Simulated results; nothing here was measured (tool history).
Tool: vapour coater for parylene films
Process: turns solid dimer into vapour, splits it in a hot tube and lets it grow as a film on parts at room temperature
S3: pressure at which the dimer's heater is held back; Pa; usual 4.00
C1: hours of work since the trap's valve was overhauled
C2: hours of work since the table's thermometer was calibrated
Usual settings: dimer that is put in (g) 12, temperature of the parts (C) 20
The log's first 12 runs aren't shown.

run 13 hour=465.6 | dimer_that_is_put_in_(g)=12 temperature_of_the_parts_(C)=20 S3=4.00 | C1=209 C2=493 | thickness_of_the_film_(nm)=7810
run 14 hour=499.8 | dimer_that_is_put_in_(g)=12 temperature_of_the_parts_(C)=19 S3=4.00 | C1=233 C2=518 | thickness_of_the_film_(nm)=7930
run 15 hour=551.3 | dimer_that_is_put_in_(g)=12 temperature_of_the_parts_(C)=19 S3=4.00 | C1=270 C2=555 | thickness_of_the_film_(nm)=7870
-- hour=572.0 trap's valve overhauled
run 16 hour=608.0 | dimer_that_is_put_in_(g)=12 temperature_of_the_parts_(C)=31 S3=4.00 | C1=26 C2=592 | thickness_of_the_film_(nm)=5450
run 17 hour=642.1 | dimer_that_is_put_in_(g)=12 temperature_of_the_parts_(C)=20 S3=4.00 | C1=50 C2=617 | thickness_of_the_film_(nm)=7930
run 18 hour=666.1 | dimer_that_is_put_in_(g)=10 temperature_of_the_parts_(C)=20 S3=4.00 | C1=67 C2=634 | thickness_of_the_film_(nm)=6670
run 19 hour=716.0 | dimer_that_is_put_in_(g)=10 temperature_of_the_parts_(C)=20 S3=4.00 | C1=103 C2=670 | thickness_of_the_film_(nm)=6400
run 20 hour=752.0 | dimer_that_is_put_in_(g)=6 temperature_of_the_parts_(C)=20 S3=5.15 | C1=129 C2=696 | thickness_of_the_film_(nm)=3750
run 21 hour=792.4 | dimer_that_is_put_in_(g)=6 temperature_of_the_parts_(C)=20 S3=5.15 | C1=158 C2=725 | thickness_of_the_film_(nm)=3690
run 22 hour=837.1 | dimer_that_is_put_in_(g)=6 temperature_of_the_parts_(C)=20 S3=5.15 | C1=190 C2=757 | thickness_of_the_film_(nm)=3740
run 23 hour=875.9 | dimer_that_is_put_in_(g)=8 temperature_of_the_parts_(C)=13 S3=4.01 | C1=218 C2=785 | thickness_of_the_film_(nm)=6440
run 24 hour=900.7 | dimer_that_is_put_in_(g)=17 temperature_of_the_parts_(C)=20 S3=9.45 | C1=236 C2=802 | thickness_of_the_film_(nm)=9430
run 25 hour=948.4 | dimer_that_is_put_in_(g)=6 temperature_of_the_parts_(C)=15 S3=4.65 | C1=270 C2=837 | thickness_of_the_film_(nm)=4350
-- hour=969.4 trap's valve overhauled
run 26 hour=1004.0 | dimer_that_is_put_in_(g)=6 temperature_of_the_parts_(C)=15 S3=4.65 | C1=25 C2=874 | thickness_of_the_film_(nm)=4560
run 27 hour=1057.0 | dimer_that_is_put_in_(g)=12 temperature_of_the_parts_(C)=13 S3=3.23 | C1=63 C2=912 | thickness_of_the_film_(nm)=10430
run 28 hour=1087.2 | dimer_that_is_put_in_(g)=8 temperature_of_the_parts_(C)=14 S3=3.91 | C1=84 C2=933 | thickness_of_the_film_(nm)=6530
run 29 hour=1137.4 | dimer_that_is_put_in_(g)=14 temperature_of_the_parts_(C)=26 S3=6.25 | C1=120 C2=969 | thickness_of_the_film_(nm)=6870
run 30 hour=1194.3 | dimer_that_is_put_in_(g)=7 temperature_of_the_parts_(C)=26 S3=6.25 | C1=161 C2=1010 | thickness_of_the_film_(nm)=3440
run 31 hour=1245.2 | dimer_that_is_put_in_(g)=12 temperature_of_the_parts_(C)=20 S3=4.89 | C1=198 C2=1047 | thickness_of_the_film_(nm)=7340
run 32 hour=1284.4 | dimer_that_is_put_in_(g)=12 temperature_of_the_parts_(C)=21 S3=9.76 | C1=226 C2=1075 | thickness_of_the_film_(nm)=6320
run 33 hour=1320.1 | dimer_that_is_put_in_(g)=12 temperature_of_the_parts_(C)=21 S3=9.76 | C1=251 C2=1100 | thickness_of_the_film_(nm)=6210

4 ways to go on from here, each from the tool as it stands after run 33. What would each give?
run A hour=1354.5 | dimer_that_is_put_in_(g)=15 temperature_of_the_parts_(C)=22 S3=9.76 | C1=276 C2=1125 | thickness_of_the_film_(nm)=?
run B hour=1354.5 | dimer_that_is_put_in_(g)=12 temperature_of_the_parts_(C)=20 S3=6.13 | C1=276 C2=1125 | thickness_of_the_film_(nm)=?
run C hour=1354.5 | dimer_that_is_put_in_(g)=5 temperature_of_the_parts_(C)=16 S3=4.00 | C1=276 C2=1125 | thickness_of_the_film_(nm)=?
run D hour=1354.5 | dimer_that_is_put_in_(g)=12 temperature_of_the_parts_(C)=21 S3=5.91 | C1=276 C2=1125 | thickness_of_the_film_(nm)=?

run=A thickness_of_the_film_(nm)=7500
run=B thickness_of_the_film_(nm)=7020
run=C thickness_of_the_film_(nm)=3640
run=D thickness_of_the_film_(nm)=6830
Without the tool's hidden state the same runs would have given:
run=A thickness_of_the_film_(nm)=8060
run=B thickness_of_the_film_(nm)=7550
run=C thickness_of_the_film_(nm)=3910
run=D thickness_of_the_film_(nm)=7340
